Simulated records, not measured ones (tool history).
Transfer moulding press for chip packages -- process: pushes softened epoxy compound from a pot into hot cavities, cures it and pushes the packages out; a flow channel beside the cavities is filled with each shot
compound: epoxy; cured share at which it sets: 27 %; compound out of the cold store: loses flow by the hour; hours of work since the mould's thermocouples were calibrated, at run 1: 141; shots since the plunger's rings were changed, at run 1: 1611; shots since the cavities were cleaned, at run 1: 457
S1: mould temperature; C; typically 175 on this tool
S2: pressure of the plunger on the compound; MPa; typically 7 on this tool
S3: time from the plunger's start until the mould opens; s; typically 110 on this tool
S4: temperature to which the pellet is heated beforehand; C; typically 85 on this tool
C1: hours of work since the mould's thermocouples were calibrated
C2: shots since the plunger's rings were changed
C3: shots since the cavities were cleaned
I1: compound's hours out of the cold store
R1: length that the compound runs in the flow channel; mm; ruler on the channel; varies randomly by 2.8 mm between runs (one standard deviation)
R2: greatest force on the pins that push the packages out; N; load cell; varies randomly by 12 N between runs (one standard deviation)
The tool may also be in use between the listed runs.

run   hour   S1    S2   S3  S4   C1    C2   C3    I1   R1    R2
  1      0  175     7  110  85  141  1611  457    23  568   891
  2   14.6  168     7  110  85  149  1728  574    13  635  1508
      24.3  -- cavities cleaned with cleaning compound and waxed
  3   29.3  168     7  127  85  155  1834   40  13.6  629   747
  4   41.5  168     7  127  85  162  1932  138  10.2  644   869
  5   49.4  168  5.37  127  85  166  1995  201  24.8  507   863
  6   62.8  175     7  110  85  172  2103  309  34.6  516   767
  7   78.2  175     7  110  85  180  2227  433  24.7  555   863
  8   93.4  175     7  110  85  188  2349  555    43  491   875
     105.7  -- cavities cleaned with cleaning compound and waxed
  9  109.9  175     7  110  85  195  2469   34  35.6  511   584
 10  123.5  175     7  110  85  202  2578  143  33.6  516   667
 11  135.6  175     7  105  85  208  2675  240  21.2  571   829
 12  145.2  175     7  105  85  213  2752  317  39.1  501   806
 13    157  175     7  110  85  219  2846  411  16.2  589   834
 14  167.8  175     7  129  85  225  2934  499  32.3  519   701
 15  176.3  180  5.48  129  94  229  3002  567    17  504   686
     186.9  -- cavities cleaned with cleaning compound and waxed
 16  190.7  180  5.48  129  94  235  3105   30  38.7  436   446

For run 17, what comes out?
 17  199.4  169  8.66  91  82  240  3175  100  31.9   ?   ?

{"run 17": {"R1": 600, "R2": 1363}}
Had the tool carried no hidden state, the very same run would have given R1 615 mm, R2 1124 N.
